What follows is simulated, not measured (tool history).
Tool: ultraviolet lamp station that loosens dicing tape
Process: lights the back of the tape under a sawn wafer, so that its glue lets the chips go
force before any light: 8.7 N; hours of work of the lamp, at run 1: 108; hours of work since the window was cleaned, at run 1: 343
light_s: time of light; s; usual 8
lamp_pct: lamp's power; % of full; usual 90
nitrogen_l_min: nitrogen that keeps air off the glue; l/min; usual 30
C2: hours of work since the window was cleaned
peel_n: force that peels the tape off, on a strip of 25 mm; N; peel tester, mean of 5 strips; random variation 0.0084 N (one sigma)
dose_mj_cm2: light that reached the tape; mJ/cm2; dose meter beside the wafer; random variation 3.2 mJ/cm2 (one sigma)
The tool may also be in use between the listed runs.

run 1 day=0 | light_s=8 lamp_pct=90 nitrogen_l_min=30 | hours_of_work_of_the_lamp=108 C2=343 | peel_n=0.473 dose_mj_cm2=454
run 2 day=1.496 | light_s=8 lamp_pct=90 nitrogen_l_min=30 | hours_of_work_of_the_lamp=128 C2=364 | peel_n=0.489 dose_mj_cm2=445
-- day=1.767 window cleaned of glue's vapour
run 3 day=3.225 | light_s=8 lamp_pct=90 nitrogen_l_min=30 | hours_of_work_of_the_lamp=151 C2=20 | peel_n=0.379 dose_mj_cm2=487
run 4 day=4.183 | light_s=8 lamp_pct=70 nitrogen_l_min=30 | hours_of_work_of_the_lamp=164 C2=33 | peel_n=0.739 dose_mj_cm2=376
run 5 day=4.971 | light_s=8 lamp_pct=70 nitrogen_l_min=30 | hours_of_work_of_the_lamp=175 C2=44 | peel_n=0.745 dose_mj_cm2=374
run 6 day=6.642 | light_s=8 lamp_pct=71 nitrogen_l_min=30 | hours_of_work_of_the_lamp=198 C2=66 | peel_n=0.738 dose_mj_cm2=376
run 7 day=7.812 | light_s=8 lamp_pct=71 nitrogen_l_min=30 | hours_of_work_of_the_lamp=214 C2=82 | peel_n=0.772 dose_mj_cm2=374
run 8 day=8.588 | light_s=8 lamp_pct=71 nitrogen_l_min=30 | hours_of_work_of_the_lamp=224 C2=93 | peel_n=0.739 dose_mj_cm2=371
run 9 day=9.525 | light_s=8 lamp_pct=90 nitrogen_l_min=30 | hours_of_work_of_the_lamp=237 C2=106 | peel_n=0.441 dose_mj_cm2=464
run 10 day=10.883 | light_s=8 lamp_pct=70 nitrogen_l_min=30 | hours_of_work_of_the_lamp=255 C2=124 | peel_n=0.8 dose_mj_cm2=356
run 11 day=12.004 | light_s=8 lamp_pct=90 nitrogen_l_min=30 | hours_of_work_of_the_lamp=271 C2=139 | peel_n=0.453 dose_mj_cm2=457
run 12 day=13.642 | light_s=8 lamp_pct=90 nitrogen_l_min=30 | hours_of_work_of_the_lamp=293 C2=162 | peel_n=0.465 dose_mj_cm2=456
run 13 day=14.512 | light_s=8 lamp_pct=90 nitrogen_l_min=30 | hours_of_work_of_the_lamp=305 C2=173 | peel_n=0.481 dose_mj_cm2=447
run 14 day=15.746 | light_s=8 lamp_pct=90 nitrogen_l_min=30 | hours_of_work_of_the_lamp=322 C2=190 | peel_n=0.492 dose_mj_cm2=451
run 15 day=17.292 | light_s=8 lamp_pct=90 nitrogen_l_min=30 | hours_of_work_of_the_lamp=343 C2=211 | peel_n=0.495 dose_mj_cm2=442
run 16 day=19.092 | light_s=8 lamp_pct=90 nitrogen_l_min=54 | hours_of_work_of_the_lamp=367 C2=236 | peel_n=0.309 dose_mj_cm2=431
run 17 day=20.675 | light_s=8 lamp_pct=90 nitrogen_l_min=54 | hours_of_work_of_the_lamp=389 C2=257 | peel_n=0.307 dose_mj_cm2=433
run 18 day=21.438 | light_s=8 lamp_pct=90 nitrogen_l_min=54 | hours_of_work_of_the_lamp=399 C2=268 | peel_n=0.335 dose_mj_cm2=431
run 19 day=22.362 | light_s=8 lamp_pct=90 nitrogen_l_min=33 | hours_of_work_of_the_lamp=412 C2=280 | peel_n=0.498 dose_mj_cm2=424
run 20 day=23.983 | light_s=10 lamp_pct=64 nitrogen_l_min=31 | hours_of_work_of_the_lamp=434 C2=302 | peel_n=0.727 dose_mj_cm2=372
run 21 day=25.158 | light_s=8 lamp_pct=94 nitrogen_l_min=26 | hours_of_work_of_the_lamp=450 C2=318 | peel_n=0.594 dose_mj_cm2=436
run 22 day=25.988 | light_s=8 lamp_pct=83 nitrogen_l_min=13 | hours_of_work_of_the_lamp=461 C2=330 | peel_n=1.459 dose_mj_cm2=382
run 23 day=27.4 | light_s=12 lamp_pct=83 nitrogen_l_min=13 | hours_of_work_of_the_lamp=480 C2=349 | peel_n=0.61 dose_mj_cm2=570
run 24 day=28.35 | light_s=5 lamp_pct=82 nitrogen_l_min=23 | hours_of_work_of_the_lamp=493 C2=362 | peel_n=2.242 dose_mj_cm2=233
-- day=28.721 window cleaned of glue's vapour
run 25 day=29.125 | light_s=5 lamp_pct=82 nitrogen_l_min=23 | hours_of_work_of_the_lamp=503 C2=6 | peel_n=1.954 dose_mj_cm2=254
run 26 day=30.508 | light_s=5 lamp_pct=82 nitrogen_l_min=23 | hours_of_work_of_the_lamp=522 C2=24 | peel_n=2.039 dose_mj_cm2=249
run 27 day=31.696 | light_s=13 lamp_pct=72 nitrogen_l_min=35 | hours_of_work_of_the_lamp=538 C2=41 | peel_n=0.212 dose_mj_cm2=562
run 28 day=32.742 | light_s=13 lamp_pct=72 nitrogen_l_min=35 | hours_of_work_of_the_lamp=553 C2=55 | peel_n=0.218 dose_mj_cm2=561
run 29 day=34.475 | light_s=13 lamp_pct=72 nitrogen_l_min=35 | hours_of_work_of_the_lamp=576 C2=78 | peel_n=0.242 dose_mj_cm2=560

Forecast each of these 5 alternatives for the next run:
run A day=35.354 | light_s=5 lamp_pct=62 nitrogen_l_min=25 | hours_of_work_of_the_lamp=588 C2=90 | peel_n=? dose_mj_cm2=?
run B day=35.354 | light_s=5 lamp_pct=72 nitrogen_l_min=35 | hours_of_work_of_the_lamp=588 C2=90 | peel_n=? dose_mj_cm2=?
run C day=35.354 | light_s=5 lamp_pct=72 nitrogen_l_min=35 | hours_of_work_of_the_lamp=588 C2=90 | peel_n=? dose_mj_cm2=?
run D day=35.354 | light_s=5 lamp_pct=90 nitrogen_l_min=41 | hours_of_work_of_the_lamp=588 C2=90 | peel_n=? dose_mj_cm2=?
run E day=35.354 | light_s=5 lamp_pct=75 nitrogen_l_min=54 | hours_of_work_of_the_lamp=588 C2=90 | peel_n=? dose_mj_cm2=?

run=A peel_n=2.825 dose_mj_cm2=183
run=B peel_n=1.917 dose_mj_cm2=214
run=C peel_n=1.975 dose_mj_cm2=217
run=D peel_n=1.253 dose_mj_cm2=264
run=E peel_n=1.427 dose_mj_cm2=218
Without the tool's hidden state the same runs would have given:
run=A peel_n=2.247 dose_mj_cm2=220
run=B peel_n=1.424 dose_mj_cm2=257
run=C peel_n=1.468 dose_mj_cm2=260
run=D peel_n=0.855 dose_mj_cm2=318
run=E peel_n=1.004 dose_mj_cm2=263
